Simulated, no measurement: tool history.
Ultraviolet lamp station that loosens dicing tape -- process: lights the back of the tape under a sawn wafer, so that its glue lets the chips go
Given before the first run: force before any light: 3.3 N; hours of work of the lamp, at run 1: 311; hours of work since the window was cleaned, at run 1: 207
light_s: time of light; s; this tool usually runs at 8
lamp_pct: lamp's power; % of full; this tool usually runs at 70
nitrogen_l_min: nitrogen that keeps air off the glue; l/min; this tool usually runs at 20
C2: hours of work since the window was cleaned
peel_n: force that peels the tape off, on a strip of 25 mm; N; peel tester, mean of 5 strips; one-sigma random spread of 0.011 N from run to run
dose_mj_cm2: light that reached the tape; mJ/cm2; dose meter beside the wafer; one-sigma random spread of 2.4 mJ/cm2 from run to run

Run 1, hour 0.0: usual settings; hours of work of the lamp 311; C2 207. Result: peel_n 0.518 N, dose_mj_cm2 250 mJ/cm2.
Run 2, hour 33.8: usual settings but lamp_pct 80 % of full; hours of work of the lamp 325; C2 220. Result: peel_n 0.429 N, dose_mj_cm2 279 mJ/cm2.
Run 3, hour 71.5: usual settings but lamp_pct 89 % of full; hours of work of the lamp 340; C2 236. Result: peel_n 0.375 N, dose_mj_cm2 313 mJ/cm2.
Run 4, hour 89.3: usual settings but lamp_pct 89 % of full; hours of work of the lamp 347; C2 243. Result: peel_n 0.366 N, dose_mj_cm2 314 mJ/cm2.
Run 5, hour 118.0: usual settings but lamp_pct 89 % of full; hours of work of the lamp 359; C2 255. Result: peel_n 0.373 N, dose_mj_cm2 316 mJ/cm2.
Run 6, hour 150.2: usual settings but lamp_pct 81 % of full; hours of work of the lamp 372; C2 268. Result: peel_n 0.422 N, dose_mj_cm2 288 mJ/cm2.
Run 7, hour 168.0: usual settings but lamp_pct 84 % of full; hours of work of the lamp 379; C2 275. Result: peel_n 0.394 N, dose_mj_cm2 300 mJ/cm2.
Run 8, hour 199.0: usual settings but lamp_pct 96 % of full; hours of work of the lamp 392; C2 287. Result: peel_n 0.343 N, dose_mj_cm2 338 mJ/cm2.
Run 9, hour 224.9: usual settings but lamp_pct 96 % of full; hours of work of the lamp 402; C2 298. Result: peel_n 0.332 N, dose_mj_cm2 339 mJ/cm2.
Run 10, hour 257.6: usual settings; hours of work of the lamp 416; C2 311. Result: peel_n 0.521 N, dose_mj_cm2 247 mJ/cm2.
Run 11, hour 287.5: usual settings but lamp_pct 78 % of full; hours of work of the lamp 428; C2 323. Result: peel_n 0.449 N, dose_mj_cm2 278 mJ/cm2.
Run 12, hour 327.1: usual settings; hours of work of the lamp 444; C2 339. Result: peel_n 0.537 N, dose_mj_cm2 243 mJ/cm2.
At hour 331.3: window cleaned of glue's vapour.
Run 13, hour 344.6: usual settings; hours of work of the lamp 451; C2 5. Result: peel_n 0.517 N, dose_mj_cm2 246 mJ/cm2.
Run 14, hour 385.2: usual settings but lamp_pct 77 % of full; hours of work of the lamp 467; C2 22. Result: peel_n 0.452 N, dose_mj_cm2 273 mJ/cm2.
Run 15, hour 411.2: usual settings but light_s 16 s; hours of work of the lamp 478; C2 32. Result: peel_n 0.233 N, dose_mj_cm2 498 mJ/cm2.
Run 16, hour 446.6: usual settings but light_s 16 s; hours of work of the lamp 492; C2 47. Result: peel_n 0.229 N, dose_mj_cm2 499 mJ/cm2.
Run 17, hour 466.4: usual settings but light_s 16 s; hours of work of the lamp 500; C2 55. Result: peel_n 0.232 N, dose_mj_cm2 493 mJ/cm2.
Run 18, hour 499.9: usual settings but light_s 16 s; hours of work of the lamp 514; C2 68. Result: peel_n 0.224 N, dose_mj_cm2 496 mJ/cm2.
Run 19, hour 521.3: usual settings but nitrogen_l_min 6 l/min; hours of work of the lamp 522; C2 77. Result: peel_n 0.766 N, dose_mj_cm2 243 mJ/cm2.
Run 20, hour 561.0: usual settings but nitrogen_l_min 6 l/min; hours of work of the lamp 538; C2 93. Result: peel_n 0.746 N, dose_mj_cm2 247 mJ/cm2.
Run 21, hour 595.5: usual settings; hours of work of the lamp 552; C2 107. Result: peel_n 0.524 N, dose_mj_cm2 253 mJ/cm2.
Run 22, hour 621.8: usual settings but light_s 4 s; hours of work of the lamp 563; C2 118. Result: peel_n 1.223 N, dose_mj_cm2 119 mJ/cm2.
Run 23, hour 643.8: usual settings but light_s 4 s, lamp_pct 85 % of full; hours of work of the lamp 572; C2 127. Result: peel_n 0.963 N, dose_mj_cm2 151 mJ/cm2.
Run 24, hour 667.1: usual settings but light_s 5 s; hours of work of the lamp 581; C2 136. Result: peel_n 0.930 N, dose_mj_cm2 156 mJ/cm2.
Run 25, hour 706.3: usual settings but light_s 9 s, nitrogen_l_min 17 l/min; hours of work of the lamp 597; C2 152. Result: peel_n 0.456 N, dose_mj_cm2 280 mJ/cm2.
Run 26, hour 740.9: usual settings but lamp_pct 78 % of full, nitrogen_l_min 9 l/min; hours of work of the lamp 611; C2 166. Result: peel_n 0.583 N, dose_mj_cm2 277 mJ/cm2.
Run 27, hour 768.5: usual settings but lamp_pct 78 % of full, nitrogen_l_min 9 l/min; hours of work of the lamp 623; C2 177. Result: peel_n 0.583 N, dose_mj_cm2 274 mJ/cm2.
Run 28, hour 792.3: usual settings but lamp_pct 78 % of full, nitrogen_l_min 9 l/min; hours of work of the lamp 632; C2 187. Result: peel_n 0.551 N, dose_mj_cm2 279 mJ/cm2.
Run 29, hour 811.6: usual settings but light_s 7 s, nitrogen_l_min 8 l/min; hours of work of the lamp 640; C2 195. Result: peel_n 0.853 N, dose_mj_cm2 214 mJ/cm2.
Run 30, hour 841.7: usual settings but light_s 5 s, lamp_pct 97 % of full, nitrogen_l_min 14 l/min; hours of work of the lamp 652; C2 207. Result: peel_n 0.707 N, dose_mj_cm2 210 mJ/cm2.
Run 31, hour 881.0: usual settings but light_s 7 s, lamp_pct 61 % of full, nitrogen_l_min 14 l/min; hours of work of the lamp 668; C2 223. Result: peel_n 0.828 N, dose_mj_cm2 188 mJ/cm2.
Run 32, hour 904.3: usual settings but light_s 7 s, lamp_pct 61 % of full, nitrogen_l_min 14 l/min; hours of work of the lamp 678; C2 232. Result: peel_n 0.822 N, dose_mj_cm2 185 mJ/cm2.
Run 33, hour 936.4: usual settings but light_s 13 s, lamp_pct 99 % of full, nitrogen_l_min 21 l/min; hours of work of the lamp 691; C2 245. Result: peel_n 0.215 N, dose_mj_cm2 566 mJ/cm2.
Run 34, hour 968.6: usual settings but light_s 13 s, lamp_pct 71 % of full, nitrogen_l_min 7 l/min; hours of work of the lamp 704; C2 259. Result: peel_n 0.350 N, dose_mj_cm2 405 mJ/cm2.
Run 35, hour 995.7: usual settings but lamp_pct 74 % of full, nitrogen_l_min 26 l/min; hours of work of the lamp 715; C2 270. Result: peel_n 0.449 N, dose_mj_cm2 259 mJ/cm2.
Run 36, hour 1028.5: usual settings but light_s 4 s, lamp_pct 99 % of full, nitrogen_l_min 16 l/min; hours of work of the lamp 728; C2 283. Result: peel_n 0.889 N, dose_mj_cm2 175 mJ/cm2.
Run 37, hour 1067.7: usual settings but light_s 6 s, lamp_pct 83 % of full, nitrogen_l_min 6 l/min; hours of work of the lamp 744; C2 299. Result: peel_n 0.849 N, dose_mj_cm2 220 mJ/cm2.
Run 38, hour 1106.0: usual settings but light_s 14 s, nitrogen_l_min 8 l/min; hours of work of the lamp 760; C2 314. Result: peel_n 0.321 N, dose_mj_cm2 432 mJ/cm2.
Run 39, hour 1133.7: usual settings but light_s 6 s, lamp_pct 69 % of full, nitrogen_l_min 10 l/min; hours of work of the lamp 771; C2 326. Result: peel_n 0.928 N, dose_mj_cm2 181 mJ/cm2.
Run 40, hour 1157.0: usual settings but light_s 6 s, lamp_pct 63 % of full, nitrogen_l_min 19 l/min; hours of work of the lamp 780; C2 335. Result: peel_n 0.841 N, dose_mj_cm2 165 mJ/cm2.
At hour 1173.1: window cleaned of glue's vapour.
Run 41, hour 1174.7: usual settings but light_s 6 s, lamp_pct 80 % of full, nitrogen_l_min 27 l/min; hours of work of the lamp 787; C2 1. Result: peel_n 0.607 N, dose_mj_cm2 213 mJ/cm2.
Run 42, hour 1195.8: usual settings but light_s 4 s; hours of work of the lamp 796; C2 9. Result: peel_n 1.188 N, dose_mj_cm2 126 mJ/cm2.
Run 43, hour 1223.5: usual settings but light_s 4 s; hours of work of the lamp 807; C2 20. Result: peel_n 1.196 N, dose_mj_cm2 124 mJ/cm2.

4 ways to go on from here, each from the tool as it stands after run 43. What would each give?
Run A, hour 1262.8: usual settings but light_s 4 s, nitrogen_l_min 7 l/min; hours of work of the lamp 823; C2 36. Result: peel_n ?, dose_mj_cm2 ?.
Run B, hour 1262.8: usual settings but lamp_pct 69 % of full; hours of work of the lamp 823; C2 36. Result: peel_n ?, dose_mj_cm2 ?.
Run C, hour 1262.8: usual settings but light_s 4 s, lamp_pct 67 % of full; hours of work of the lamp 823; C2 36. Result: peel_n ?, dose_mj_cm2 ?.
Run D, hour 1262.8: usual settings but light_s 15 s, lamp_pct 79 % of full, nitrogen_l_min 24 l/min; hours of work of the lamp 823; C2 36. Result: peel_n ?, dose_mj_cm2 ?.

run  peel_n  dose_mj_cm2
  A   1.459          119
  B   0.529          239
  C   1.214          116
  D   0.216          524
Without the tool's hidden state the same runs would have given:
run  peel_n  dose_mj_cm2
  A   1.457          120
  B   0.528          239
  C   1.212          116
  D   0.216          525
